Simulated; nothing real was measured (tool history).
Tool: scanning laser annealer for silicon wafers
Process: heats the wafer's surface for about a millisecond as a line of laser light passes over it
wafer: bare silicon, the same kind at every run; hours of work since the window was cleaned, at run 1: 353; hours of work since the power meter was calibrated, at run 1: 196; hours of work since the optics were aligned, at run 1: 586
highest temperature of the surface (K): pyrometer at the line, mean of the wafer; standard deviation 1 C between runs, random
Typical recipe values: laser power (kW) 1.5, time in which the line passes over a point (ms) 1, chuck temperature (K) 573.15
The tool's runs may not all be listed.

run     day  laser power (kW)  time in which the line passes over a point (ms)  chuck temperature (K)  hours of work since the window was cleaned  hours of work since the power meter was calibrated  hours of work since the optics were aligned  highest temperature of the surface (K)
  1       0               1.5                                                1                 573.15                                         353                                                 196                                          586                                 1306.15
  2   0.433               1.5                                                1                 573.15                                         359                                                 202                                          592                                 1305.15
  3   0.896               1.5                                                1                 573.15                                         366                                                 209                                          599                                 1303.15
  4   1.567               1.5                                                1                 556.15                                         376                                                 219                                          609                                 1289.15
  5   2.017               1.5                                             0.79                 556.15                                         383                                                 226                                          616                                 1205.15
  6   2.696               1.5                                             0.79                 586.15                                         393                                                 236                                          626                                 1237.15
  7   3.412               1.5                                             0.79                 586.15                                         403                                                 246                                          636                                 1237.15
  8   4.171               1.5                                             0.79                 586.15                                         415                                                 257                                          647                                 1235.15
  9   4.975               1.5                                             0.79                 586.15                                         426                                                 269                                          659                                 1234.15
 10   5.596               1.5                                             0.79                 586.15                                         436                                                 279                                          669                                 1234.15
 11   6.333               1.5                                             0.79                 586.15                                         447                                                 290                                          680                                 1233.15
 12    7.15               1.5                                             0.76                 573.15                                         459                                                 302                                          692                                 1208.15
 13   7.796               1.5                                                1                 573.15                                         468                                                 311                                          701                                 1301.15
 14   8.342             1.534                                                1                 573.15                                         476                                                 319                                          709                                 1322.15
 15   9.012             1.534                                                1                 573.15                                         486                                                 329                                          719                                 1322.15
 16   9.375             1.534                                                1                 573.15                                         492                                                 335                                          725                                 1320.15
 17   9.812             1.534                                             0.93                 573.15                                         498                                                 341                                          731                                 1295.15
 18  10.371             1.534                                             0.93                 573.15                                         506                                                 349                                          739                                 1293.15
 19   11.05             1.534                                             0.93                 573.15                                         517                                                 360                                          750                                 1294.15
     11.333  -- optics aligned, line set to its width
 20  11.875             1.534                                             0.93                 573.15                                         526                                                 369                                            8                                 1293.15
 21    12.7             1.534                                             0.93                 573.15                                         538                                                 381                                           20                                 1291.15
     13.183  -- window over the wafer cleaned
 22  13.462             1.534                                             0.93                 573.15                                           4                                                 391                                           30                                 1309.15
 23  14.025             1.534                                             0.93                 573.15                                          12                                                 399                                           39                                 1308.15
 24  14.538             1.534                                             0.93                 573.15                                          20                                                 407                                           46                                 1307.15
       15.4  -- optics aligned, line set to its width, once more
 25  15.592             1.548                                             0.78                 548.15                                          33                                                 419                                            3                                 1239.15
 26  16.175               1.5                                                1                 541.15                                          41                                                 428                                           12                                 1291.15
 27  16.758               1.5                                                1                 584.15                                          50                                                 437                                           20                                 1334.15
 28  17.158             1.489                                             1.23                 573.15                                          56                                                 443                                           26                                 1396.15
 29  17.717               1.5                                                1                 575.15                                          64                                                 451                                           34                                 1322.15
 30  18.367               1.5                                                1                 575.15                                          74                                                 461                                           44                                 1325.15
 31   18.85             1.331                                             0.99                 544.15                                          81                                                 468                                           51                                 1181.15
 32  19.708              1.51                                             0.82                 538.15                                          94                                                 480                                           64                                 1220.15
 33  20.358             1.609                                                1                 577.15                                         103                                                 490                                           74                                 1395.15
 34  21.017               1.5                                             1.14                 598.15                                         113                                                 500                                           83                                 1396.15
 35  21.421               1.5                                             1.14                 598.15                                         119                                                 506                                           89                                 1393.15
 36  21.817              1.44                                             0.81                 581.15                                         125                                                 512                                           95                                 1219.15
 37  22.438              1.45                                             0.81                 581.15                                         134                                                 521                                          104                                 1225.15
 38  23.267             1.306                                             1.15                 583.15                                         146                                                 533                                          117                                 1251.15
 39  23.871              1.62                                             1.13                 573.15                                         155                                                 542                                          126                                 1449.15
 40  24.721             1.561                                             1.13                 552.15                                         168                                                 555                                          138                                 1387.15

Here are 4 independent what-if runs from the current tool condition. What would each one return?
  A  25.412             1.287                                                1                 573.15                                         178                                                 565                                          149                                       ?
  B  25.412             1.282                                             1.14                 548.15                                         178                                                 565                                          149                                       ?
  C  25.412             1.346                                             0.89                 540.15                                         178                                                 565                                          149                                       ?
  D  25.412             1.561                                             1.21                 552.15                                         178                                                 565                                          149                                       ?

run  highest temperature of the surface (K)
  A                                 1183.15
  B                                 1196.15
  C                                 1148.15
  D                                 1415.15
The same runs, with their run-to-run variation unchanged, on a tool lacking any hidden condition would have given:
run  highest temperature of the surface (K)
  A                                 1190.15
  B                                 1204.15
  C                                 1156.15
  D                                 1426.15

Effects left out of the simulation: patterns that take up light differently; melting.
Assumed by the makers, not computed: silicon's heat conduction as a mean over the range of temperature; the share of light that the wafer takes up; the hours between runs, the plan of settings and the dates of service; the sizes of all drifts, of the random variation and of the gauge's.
